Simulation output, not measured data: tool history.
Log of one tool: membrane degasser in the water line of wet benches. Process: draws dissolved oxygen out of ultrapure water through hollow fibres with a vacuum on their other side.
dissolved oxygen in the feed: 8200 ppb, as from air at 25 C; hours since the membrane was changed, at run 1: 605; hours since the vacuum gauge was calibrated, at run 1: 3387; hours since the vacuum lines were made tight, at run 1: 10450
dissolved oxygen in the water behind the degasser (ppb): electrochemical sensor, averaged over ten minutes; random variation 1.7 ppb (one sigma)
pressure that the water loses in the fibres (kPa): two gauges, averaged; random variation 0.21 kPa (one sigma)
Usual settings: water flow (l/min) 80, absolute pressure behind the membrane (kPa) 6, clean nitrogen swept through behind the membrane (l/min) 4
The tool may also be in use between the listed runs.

run	hour	water flow (l/min)	absolute pressure behind the membrane (kPa)	clean nitrogen swept through behind the membrane (l/min)	hours since the membrane was changed	hours since the vacuum gauge was calibrated	hours since the vacuum lines were made tight	dissolved oxygen in the water behind the degasser (ppb)	pressure that the water loses in the fibres (kPa)
1	0	80	6	4	605	3387	10450	175.5	48.27
2	41	80	11.97	4	646	3428	10491	425.8	48.53
3	64.3	80	6	4	669	3451	10514	174.7	48.1
4	95.2	80	6	4	700	3482	10545	176.3	47.73
5	147.5	80	6.11	4	752	3534	10598	180.3	47.31
6	178	80	6.11	4	783	3565	10628	185.2	48.09
7	209.7	80	6.11	4	814	3596	10660	180.2	48.14
8	234.3	80	3.61	4	839	3621	10684	72.3	48.01
9	285.3	80	4.62	4	890	3672	10735	116.9	47.92
10	331.9	80	4.03	4	936	3719	10782	89.5	48.08
11	377.4	80	4.03	4	982	3764	10827	89.8	48.03
12	398.5	80	6	6.63	1003	3785	10849	127.7	48.11
13	442.4	80	10.19	4	1047	3829	10892	355.1	47.95
14	465.8	80	6	4	1070	3853	10916	176.8	48.23
15	486.9	80	6	5.74	1092	3874	10937	140.9	48.05
16	524.1	80	6	5.74	1129	3911	10974	141.8	48.1

The next listed run, before its measurement:
17	568.9	110	4.72	7.2	1174	3956	11019	?	?

Run 17 gave dissolved oxygen in the water behind the degasser (ppb) 195, pressure that the water loses in the fibres (kPa) 66.22.
Without the tool's hidden state the same run would have given dissolved oxygen in the water behind the degasser (ppb) 187.1, pressure that the water loses in the fibres (kPa) 65.79.
